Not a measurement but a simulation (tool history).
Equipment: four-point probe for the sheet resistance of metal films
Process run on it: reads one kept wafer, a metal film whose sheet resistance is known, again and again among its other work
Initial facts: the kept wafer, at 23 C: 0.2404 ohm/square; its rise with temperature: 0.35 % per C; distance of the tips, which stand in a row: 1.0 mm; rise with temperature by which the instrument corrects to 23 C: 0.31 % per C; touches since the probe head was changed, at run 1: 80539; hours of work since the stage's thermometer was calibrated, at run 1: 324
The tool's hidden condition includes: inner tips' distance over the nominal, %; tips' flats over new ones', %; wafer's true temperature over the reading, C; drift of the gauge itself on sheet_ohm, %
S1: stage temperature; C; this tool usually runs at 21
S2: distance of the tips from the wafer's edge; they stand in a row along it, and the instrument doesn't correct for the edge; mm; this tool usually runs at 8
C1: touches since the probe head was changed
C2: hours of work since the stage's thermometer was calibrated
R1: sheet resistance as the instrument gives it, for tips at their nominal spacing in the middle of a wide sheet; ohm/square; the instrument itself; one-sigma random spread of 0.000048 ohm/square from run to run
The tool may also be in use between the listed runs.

run    hour  S1  S2      C1    C2        R1
  1       0  21   8   80539   324  0.244185
  2    48.9  21   8   82051   359  0.244212
  3    78.9  21   8   82980   381  0.244307
  4   138.5  21   6   84825   424  0.245882
  5   205.8  21   6   86910   472  0.245954
  6   261.3  21   8   88627   512  0.244427
  7     304  21   8   89947   542  0.244355
  8   339.1  21   8   91034   567  0.244499
  9   391.3  26   8   92649   605  0.245081
 10   450.7  26   8   94490   647  0.245095
 11     510  26   8   96324   690  0.245224
 12   574.7  21   8   98328   736  0.244643
 13   608.1  21   8   99362   760  0.244648
 14   639.4  21   8  100330   783  0.244711
 15   677.3  21  62  101504   810  0.242663
 16   713.2  21  51  102614   836  0.242826
 17   763.3  21  51  104164   872  0.242895
 18   811.5  19   8  105658   906  0.244647
 19   861.8  19   8  107213   942  0.244692
 20   898.1  21   8  108339   968  0.244927
 21   960.2  22   8  110260  1013  0.245119
 22  1014.4  22   8  111938  1052  0.245178
     1019.6  -- stage's thermometer calibrated
 23  1046.4  22   8  112912    19  0.245277
 24  1082.4  30  23  114025    45  0.244453
 25  1145.3  30  23  115973    90  0.244464
 26  1172.5  28  40  116816   110  0.244084
 27  1216.5  28  40  118177   141  0.244178
 28  1256.9  34   9  119428   170  0.246323
     1265.8  -- stage's thermometer calibrated, once more
 29  1306.9  26  66  120960    29   0.24339
     1312.2  -- new probe head fitted
 30  1364.2  21  16    1607    70   0.23919
 31  1425.1  21  16    3492   113  0.239335
 32  1478.4  30  64    5143   152  0.239822
 33  1524.4  18  43    6568   185  0.238593
 34  1591.9  25  13    8657   233  0.240085
 35  1625.8  22   4    9705   257  0.246868
 36  1689.4  33   8   11673   303  0.242328
 37  1717.9  33   8   12556   323  0.242293
 38  1765.1  22   4   14017   357  0.246875
 39  1811.3  25  17   15446   390  0.240111
 40  1873.8  25  17   17382   435  0.240055
 41  1941.5  23  10   19476   484  0.240687
 42  2008.3  23  10   21546   532  0.240754
 43  2075.9  27  54   23638   580  0.240029
 44  2136.7  22  58   25520   624  0.239499
 45  2183.7  27   5   26975   657  0.245058

Table of differences, measured result less the result of that run with no hidden state. Run-to-run variation is the same in both. Gauge scatter possibly is not:
run         R1
  1  +0.001987
  2  +0.002029
  3  +0.002054
  4  +0.002114
  5  +0.002172
  6  +0.002204
  7  +0.002239
  8  +0.002266
  9  +0.002312
 10  +0.002363
 11  +0.002413
 12  +0.002463
 13  +0.002491
 14  +0.002518
 15  +0.002526
 16   +0.00256
 17  +0.002602
 18   +0.00266
 19  +0.002702
 20  +0.002735
 21  +0.002788
 22  +0.002832
 23  +0.003043
 24  +0.003049
 25  +0.003099
 26   +0.00312
 27  +0.003157
 28  +0.003206
 29  +0.002656
 30  -0.001466
 31  -0.001415
 32  -0.001375
 33   -0.00133
 34  -0.001278
 35  -0.001283
 36  -0.001209
 37  -0.001185
 38  -0.001167
 39  -0.001099
 40  -0.001048
 41  -0.000995
 42  -0.000944
 43  -0.000887
 44  -0.000835
 45  -0.000815

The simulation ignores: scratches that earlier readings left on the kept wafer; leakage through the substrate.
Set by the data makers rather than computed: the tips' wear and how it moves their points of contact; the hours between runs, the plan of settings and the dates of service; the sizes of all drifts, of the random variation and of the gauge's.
